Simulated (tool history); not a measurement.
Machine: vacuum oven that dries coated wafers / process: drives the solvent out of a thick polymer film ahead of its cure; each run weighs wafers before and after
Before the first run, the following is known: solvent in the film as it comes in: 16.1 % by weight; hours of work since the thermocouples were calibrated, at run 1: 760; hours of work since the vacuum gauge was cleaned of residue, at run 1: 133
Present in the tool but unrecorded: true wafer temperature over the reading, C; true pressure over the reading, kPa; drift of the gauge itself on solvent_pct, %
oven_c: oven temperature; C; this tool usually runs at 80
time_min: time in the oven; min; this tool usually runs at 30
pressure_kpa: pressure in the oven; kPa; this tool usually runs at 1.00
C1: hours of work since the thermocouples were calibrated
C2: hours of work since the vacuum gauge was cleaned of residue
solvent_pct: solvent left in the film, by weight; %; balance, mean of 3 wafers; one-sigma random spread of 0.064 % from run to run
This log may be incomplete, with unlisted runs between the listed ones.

Run 1, hour 0.0: usual settings; C1 760; C2 133. Result: solvent_pct 3.78 %.
Run 2, hour 12.8: usual settings; C1 766; C2 139. Result: solvent_pct 3.64 %.
Run 3, hour 24.5: usual settings; C1 772; C2 144. Result: solvent_pct 3.82 %.
Run 4, hour 42.5: usual settings; C1 780; C2 152. Result: solvent_pct 3.66 %.
Run 5, hour 54.7: usual settings; C1 786; C2 158. Result: solvent_pct 3.72 %.
Run 6, hour 72.0: usual settings; C1 794; C2 166. Result: solvent_pct 3.80 %.
Run 7, hour 85.6: usual settings but time_min 45 min; C1 801; C2 173. Result: solvent_pct 2.58 %.
Run 8, hour 100.6: usual settings but time_min 45 min; C1 808; C2 180. Result: solvent_pct 2.61 %.
Run 9, hour 120.7: usual settings but time_min 45 min; C1 817; C2 189. Result: solvent_pct 2.58 %.
Run 10, hour 141.0: usual settings but time_min 45 min; C1 826; C2 199. Result: solvent_pct 2.63 %.
Run 11, hour 150.0: usual settings but time_min 17 min; C1 831; C2 203. Result: solvent_pct 5.99 %.
Run 12, hour 163.7: usual settings but pressure_kpa 3.74 kPa; C1 837; C2 209. Result: solvent_pct 7.47 %.
Run 13, hour 177.9: usual settings; C1 844; C2 216. Result: solvent_pct 3.73 %.
Run 14, hour 197.2: usual settings but time_min 21 min; C1 853; C2 225. Result: solvent_pct 4.99 %.
Run 15, hour 206.8: usual settings but time_min 21 min; C1 857; C2 229. Result: solvent_pct 5.08 %.
Run 16, hour 227.2: usual settings but time_min 21 min; C1 867; C2 239. Result: solvent_pct 5.14 %.
Run 17, hour 247.3: usual settings; C1 876; C2 248. Result: solvent_pct 3.86 %.
Run 18, hour 256.6: usual settings; C1 881; C2 253. Result: solvent_pct 3.71 %.
Run 19, hour 267.1: usual settings; C1 885; C2 258. Result: solvent_pct 3.69 %.
Run 20, hour 282.7: usual settings; C1 893; C2 265. Result: solvent_pct 3.64 %.
Run 21, hour 303.7: usual settings; C1 903; C2 275. Result: solvent_pct 3.78 %.
Run 22, hour 323.1: usual settings; C1 912; C2 284. Result: solvent_pct 3.87 %.
Run 23, hour 332.8: usual settings; C1 916; C2 288. Result: solvent_pct 3.74 %.
Run 24, hour 345.4: usual settings; C1 922; C2 294. Result: solvent_pct 3.85 %.
Run 25, hour 365.0: usual settings but oven_c 78 C, time_min 37 min, pressure_kpa 1.92 kPa; C1 931; C2 303. Result: solvent_pct 4.97 %.
Run 26, hour 380.4: usual settings but oven_c 90 C, time_min 23 min; C1 939; C2 311. Result: solvent_pct 2.39 %.
Run 27, hour 392.9: usual settings but oven_c 67 C, time_min 21 min; C1 944; C2 316. Result: solvent_pct 8.89 %.
Run 28, hour 410.5: usual settings but oven_c 71 C, time_min 41 min, pressure_kpa 1.96 kPa; C1 953; C2 325. Result: solvent_pct 6.97 %.
Run 29, hour 428.9: usual settings but oven_c 79 C, time_min 28 min, pressure_kpa 0.89 kPa; C1 961; C2 333. Result: solvent_pct 4.10 %.
Run 30, hour 444.7: usual settings but oven_c 71 C, time_min 41 min, pressure_kpa 1.58 kPa; C1 969; C2 341. Result: solvent_pct 6.12 %.
Run 31, hour 454.1: usual settings but oven_c 71 C, pressure_kpa 1.58 kPa; C1 973; C2 345. Result: solvent_pct 7.27 %.
Run 32, hour 467.8: usual settings but oven_c 84 C, pressure_kpa 0.76 kPa; C1 979; C2 352. Result: solvent_pct 2.45 %.
Run 33, hour 480.0: usual settings but oven_c 93 C; C1 985; C2 357. Result: solvent_pct 1.50 %.
Run 34, hour 493.5: usual settings but oven_c 93 C; C1 991; C2 364. Result: solvent_pct 1.43 %.
Run 35, hour 514.3: usual settings but oven_c 76 C, time_min 38 min, pressure_kpa 0.59 kPa; C1 1001; C2 373. Result: solvent_pct 3.32 %.
Run 36, hour 529.3: usual settings but oven_c 76 C, time_min 38 min, pressure_kpa 0.59 kPa; C1 1008; C2 380. Result: solvent_pct 3.33 %.
Run 37, hour 546.1: usual settings but oven_c 90 C, time_min 52 min, pressure_kpa 2.43 kPa; C1 1016; C2 388. Result: solvent_pct 2.78 %.
Run 38, hour 559.6: usual settings but oven_c 73 C, time_min 32 min, pressure_kpa 3.26 kPa; C1 1022; C2 395. Result: solvent_pct 9.32 %.
Run 39, hour 576.6: usual settings but oven_c 73 C, time_min 32 min, pressure_kpa 3.26 kPa; C1 1030; C2 402. Result: solvent_pct 9.39 %.
Run 40, hour 594.9: usual settings but oven_c 91 C, time_min 48 min, pressure_kpa 0.66 kPa; C1 1039; C2 411. Result: solvent_pct 0.94 %.
Run 41, hour 612.3: usual settings but oven_c 76 C, time_min 29 min, pressure_kpa 3.22 kPa; C1 1047; C2 419. Result: solvent_pct 8.43 %.
Run 42, hour 623.4: usual settings but oven_c 76 C, time_min 29 min, pressure_kpa 3.22 kPa; C1 1052; C2 424. Result: solvent_pct 8.48 %.
Run 43, hour 632.8: usual settings but oven_c 76 C, time_min 29 min, pressure_kpa 3.22 kPa; C1 1057; C2 429. Result: solvent_pct 8.21 %.
Run 44, hour 645.5: usual settings but oven_c 76 C, time_min 29 min, pressure_kpa 3.22 kPa; C1 1063; C2 435. Result: solvent_pct 8.31 %.
Run 45, hour 660.0: usual settings but oven_c 67 C; C1 1069; C2 442. Result: solvent_pct 7.49 %.
Run 46, hour 679.9: usual settings but oven_c 81 C, pressure_kpa 0.98 kPa; C1 1079; C2 451. Result: solvent_pct 3.50 %.

The same runs without the tool's hidden state, with the same run-to-run variation:
run  solvent_pct
  1         3.98
  2         3.84
  3         4.02
  4         3.86
  5         3.92
  6         4.00
  7         2.71
  8         2.74
  9         2.71
 10         2.76
 11         6.22
 12         7.76
 13         3.93
 14         5.22
 15         5.31
 16         5.37
 17         4.05
 18         3.90
 19         3.87
 20         3.83
 21         3.97
 22         4.05
 23         3.92
 24         4.03
 25         5.17
 26         2.53
 27         9.09
 28         7.21
 29         4.30
 30         6.34
 31         7.51
 32         2.58
 33         1.54
 34         1.47
 35         3.46
 36         3.47
 37         2.81
 38         9.63
 39         9.69
 40         0.88
 41         8.72
 42         8.78
 43         8.50
 44         8.60
 45         7.67
 46         3.66
